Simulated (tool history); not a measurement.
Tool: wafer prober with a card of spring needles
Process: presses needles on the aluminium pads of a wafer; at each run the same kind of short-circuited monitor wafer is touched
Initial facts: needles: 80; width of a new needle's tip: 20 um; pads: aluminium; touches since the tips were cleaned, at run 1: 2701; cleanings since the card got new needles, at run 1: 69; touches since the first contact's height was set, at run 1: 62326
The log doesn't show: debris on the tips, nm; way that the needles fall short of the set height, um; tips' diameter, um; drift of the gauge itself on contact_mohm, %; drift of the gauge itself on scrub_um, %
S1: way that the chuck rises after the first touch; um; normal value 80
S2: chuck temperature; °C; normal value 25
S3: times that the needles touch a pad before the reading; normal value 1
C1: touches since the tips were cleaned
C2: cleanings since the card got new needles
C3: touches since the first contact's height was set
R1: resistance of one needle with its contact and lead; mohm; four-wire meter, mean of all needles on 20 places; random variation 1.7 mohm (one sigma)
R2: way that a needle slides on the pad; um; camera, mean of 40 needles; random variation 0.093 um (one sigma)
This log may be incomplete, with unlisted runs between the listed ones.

{"run": 1, "hour": 0.0, "S1": 80, "S2": 25, "S3": 1, "C1": 2701, "C2": 69, "C3": 62326, "R1": 179, "R2": 18.7}
{"hour": 3.1, "done": "tips cleaned on abrasive film"}
{"run": 2, "hour": 9.6, "S1": 80, "S2": 25, "S3": 1, "C1": 3719, "C2": 70, "C3": 67794, "R1": 179, "R2": 18.56}
{"hour": 10.8, "done": "tips cleaned on abrasive film"}
{"hour": 17.9, "done": "tips cleaned on abrasive film"}
{"hour": 25.7, "done": "tips cleaned on abrasive film"}
{"run": 3, "hour": 26.0, "S1": 80, "S2": 25, "S3": 1, "C1": 198, "C2": 73, "C3": 77067, "R1": 184, "R2": 18.57}
{"hour": 33.6, "done": "tips cleaned on abrasive film"}
{"hour": 41.0, "done": "tips cleaned on abrasive film"}
{"run": 4, "hour": 42.1, "S1": 80, "S2": 25, "S3": 1, "C1": 609, "C2": 75, "C3": 86190, "R1": 179, "R2": 18.57}
{"hour": 48.0, "done": "tips cleaned on abrasive film"}
{"hour": 54.7, "done": "tips cleaned on abrasive film"}
{"run": 5, "hour": 56.1, "S1": 80, "S2": 33, "S3": 1, "C1": 791, "C2": 77, "C3": 94122, "R1": 182, "R2": 18.52}
{"hour": 62.4, "done": "tips cleaned on abrasive film"}
{"hour": 70.4, "done": "tips cleaned on abrasive film"}
{"run": 6, "hour": 70.7, "S1": 80, "S2": 33, "S3": 1, "C1": 184, "C2": 79, "C3": 102422, "R1": 181, "R2": 18.42}
{"hour": 77.1, "done": "tips cleaned on abrasive film"}
{"hour": 83.7, "done": "tips cleaned on abrasive film"}
{"run": 7, "hour": 89.3, "S1": 80, "S2": 33, "S3": 1, "C1": 3173, "C2": 81, "C3": 112974, "R1": 181, "R2": 18.46}
{"hour": 90.4, "done": "tips cleaned on abrasive film"}
{"hour": 97.1, "done": "tips cleaned on abrasive film"}
{"hour": 103.9, "done": "tips cleaned on abrasive film"}
{"run": 8, "hour": 106.0, "S1": 80, "S2": 33, "S3": 1, "C1": 1189, "C2": 84, "C3": 122429, "R1": 180, "R2": 18.44}
{"hour": 111.6, "done": "tips cleaned on abrasive film"}
{"hour": 119.3, "done": "tips cleaned on abrasive film"}
{"run": 9, "hour": 123.9, "S1": 80, "S2": 33, "S3": 1, "C1": 2639, "C2": 86, "C3": 132596, "R1": 179, "R2": 18.38}
{"hour": 126.6, "done": "tips cleaned on abrasive film"}
{"hour": 133.6, "done": "tips cleaned on abrasive film"}
{"hour": 140.7, "done": "tips cleaned on abrasive film"}
{"run": 10, "hour": 142.4, "S1": 80, "S2": 33, "S3": 1, "C1": 983, "C2": 89, "C3": 143056, "R1": 178, "R2": 18.26}
{"hour": 148.5, "done": "tips cleaned on abrasive film"}
{"hour": 156.5, "done": "tips cleaned on abrasive film"}
{"run": 11, "hour": 162.7, "S1": 80, "S2": 33, "S3": 1, "C1": 3587, "C2": 91, "C3": 154644, "R1": 183, "R2": 18.36}
{"hour": 163.8, "done": "tips cleaned on abrasive film"}
{"hour": 171.9, "done": "tips cleaned on abrasive film"}
{"run": 12, "hour": 178.2, "S1": 80, "S2": 33, "S3": 1, "C1": 3623, "C2": 93, "C3": 163429, "R1": 178, "R2": 18.21}
{"hour": 179.7, "done": "tips cleaned on abrasive film"}
{"hour": 186.4, "done": "tips cleaned on abrasive film"}
{"run": 13, "hour": 188.0, "S1": 80, "S2": 33, "S3": 1, "C1": 920, "C2": 95, "C3": 168957, "R1": 182, "R2": 18.11}
{"hour": 193.1, "done": "tips cleaned on abrasive film"}
{"run": 14, "hour": 198.8, "S1": 80, "S2": 25, "S3": 1, "C1": 3310, "C2": 96, "C3": 175113, "R1": 182, "R2": 18.18}
{"hour": 200.1, "done": "tips cleaned on abrasive film"}
{"hour": 207.5, "done": "tips cleaned on abrasive film"}
{"run": 15, "hour": 208.1, "S1": 80, "S2": 25, "S3": 1, "C1": 350, "C2": 98, "C3": 180354, "R1": 178, "R2": 18.19}
{"hour": 214.4, "done": "tips cleaned on abrasive film"}
{"run": 16, "hour": 220.6, "S1": 66, "S2": 25, "S3": 1, "C1": 3591, "C2": 99, "C3": 187478, "R1": 182, "R2": 15.02}
{"hour": 222.3, "done": "tips cleaned on abrasive film"}
{"hour": 230.0, "done": "tips cleaned on abrasive film"}
{"run": 17, "hour": 232.6, "S1": 86, "S2": 106, "S3": 1, "C1": 1480, "C2": 101, "C3": 194260, "R1": 195, "R2": 19.31}
{"hour": 237.6, "done": "tips cleaned on abrasive film"}
{"hour": 245.7, "done": "tips cleaned on abrasive film"}
{"hour": 252.6, "done": "tips cleaned on abrasive film"}
{"run": 18, "hour": 253.1, "S1": 86, "S2": 106, "S3": 1, "C1": 300, "C2": 104, "C3": 205879, "R1": 193, "R2": 19.41}
{"hour": 260.0, "done": "tips cleaned on abrasive film"}
{"hour": 262.4, "done": "gauge calibrated"}
{"run": 19, "hour": 265.7, "S1": 86, "S2": 106, "S3": 1, "C1": 3266, "C2": 105, "C3": 213078, "R1": 194, "R2": 19.96}
{"hour": 267.4, "done": "tips cleaned on abrasive film"}
{"hour": 275.1, "done": "tips cleaned on abrasive film"}
{"run": 20, "hour": 276.2, "S1": 80, "S2": 39, "S3": 2, "C1": 664, "C2": 107, "C3": 218990, "R1": 183, "R2": 18.47}
{"hour": 282.4, "done": "tips cleaned on abrasive film"}
{"hour": 289.3, "done": "tips cleaned on abrasive film"}
{"run": 21, "hour": 293.2, "S1": 80, "S2": 39, "S3": 2, "C1": 2292, "C2": 109, "C3": 228675, "R1": 182, "R2": 18.56}
{"hour": 296.0, "done": "tips cleaned on abrasive film"}
{"hour": 302.6, "done": "tips cleaned on abrasive film"}
{"hour": 307.3, "done": "height of the first contact set anew"}
{"hour": 309.9, "done": "tips cleaned on abrasive film"}
{"run": 22, "hour": 313.8, "S1": 71, "S2": 36, "S3": 1, "C1": 2211, "C2": 112, "C3": 3651, "R1": 187, "R2": 16.3}
{"hour": 317.5, "done": "tips cleaned on abrasive film"}
{"hour": 324.6, "done": "tips cleaned on abrasive film"}
{"run": 23, "hour": 326.2, "S1": 79, "S2": 66, "S3": 1, "C1": 922, "C2": 114, "C3": 10704, "R1": 188, "R2": 18.27}
{"hour": 331.6, "done": "tips cleaned on abrasive film"}
{"hour": 339.1, "done": "tips cleaned on abrasive film"}
{"run": 24, "hour": 344.4, "S1": 79, "S2": 66, "S3": 1, "C1": 3048, "C2": 116, "C3": 21011, "R1": 189, "R2": 18.23}
{"hour": 346.1, "done": "tips cleaned on abrasive film"}
{"hour": 353.2, "done": "tips cleaned on abrasive film"}
{"hour": 359.8, "done": "tips cleaned on abrasive film"}
{"run": 25, "hour": 361.0, "S1": 79, "S2": 66, "S3": 1, "C1": 715, "C2": 119, "C3": 30427, "R1": 190, "R2": 18.19}
{"hour": 367.4, "done": "tips cleaned on abrasive film"}
{"hour": 374.6, "done": "tips cleaned on abrasive film"}
{"run": 26, "hour": 376.3, "S1": 83, "S2": 99, "S3": 1, "C1": 990, "C2": 121, "C3": 39085, "R1": 196, "R2": 19.06}
{"hour": 382.2, "done": "tips cleaned on abrasive film"}
{"run": 27, "hour": 388.7, "S1": 89, "S2": 99, "S3": 3, "C1": 3706, "C2": 122, "C3": 46160, "R1": 194, "R2": 20.42}
{"hour": 390.4, "done": "tips cleaned on abrasive film"}
{"hour": 397.6, "done": "tips cleaned on abrasive film"}
{"run": 28, "hour": 398.0, "S1": 76, "S2": 26, "S3": 3, "C1": 214, "C2": 124, "C3": 51377, "R1": 177, "R2": 17.34}
{"hour": 405.2, "done": "tips cleaned on abrasive film"}
{"hour": 411.9, "done": "tips cleaned on abrasive film"}
{"run": 29, "hour": 417.6, "S1": 99, "S2": 63, "S3": 2, "C1": 3251, "C2": 126, "C3": 62558, "R1": 185, "R2": 22.81}

What if the next run were any one of these 4? Each begins from the tool's condition after run 29:
{"hour": 419.2, "done": "tips cleaned on abrasive film"}
{"hour": 426.6, "done": "tips cleaned on abrasive film"}
{"run": "A", "hour": 432.0, "S1": 80, "S2": 92, "S3": 3, "C1": 3057, "C2": 128, "C3": 70701, "R1": "?", "R2": "?"}
{"hour": 419.2, "done": "tips cleaned on abrasive film"}
{"hour": 426.6, "done": "tips cleaned on abrasive film"}
{"run": "B", "hour": 432.0, "S1": 80, "S2": 76, "S3": 1, "C1": 3057, "C2": 128, "C3": 70701, "R1": "?", "R2": "?"}
{"hour": 419.2, "done": "tips cleaned on abrasive film"}
{"hour": 426.6, "done": "tips cleaned on abrasive film"}
{"run": "C", "hour": 432.0, "S1": 80, "S2": 25, "S3": 1, "C1": 3057, "C2": 128, "C3": 70701, "R1": "?", "R2": "?"}
{"hour": 419.2, "done": "tips cleaned on abrasive film"}
{"hour": 426.6, "done": "tips cleaned on abrasive film"}
{"run": "D", "hour": 432.0, "S1": 80, "S2": 116, "S3": 1, "C1": 3057, "C2": 128, "C3": 70701, "R1": "?", "R2": "?"}

run=A R1=196 R2=18.32
run=B R1=193 R2=18.22
run=C R1=177 R2=18.34
run=D R1=197 R2=18.19
Had the tool no hidden state, the same runs would have come out as:
run=A R1=195 R2=18.64
run=B R1=192 R2=18.54
run=C R1=176 R2=18.67
run=D R1=196 R2=18.52
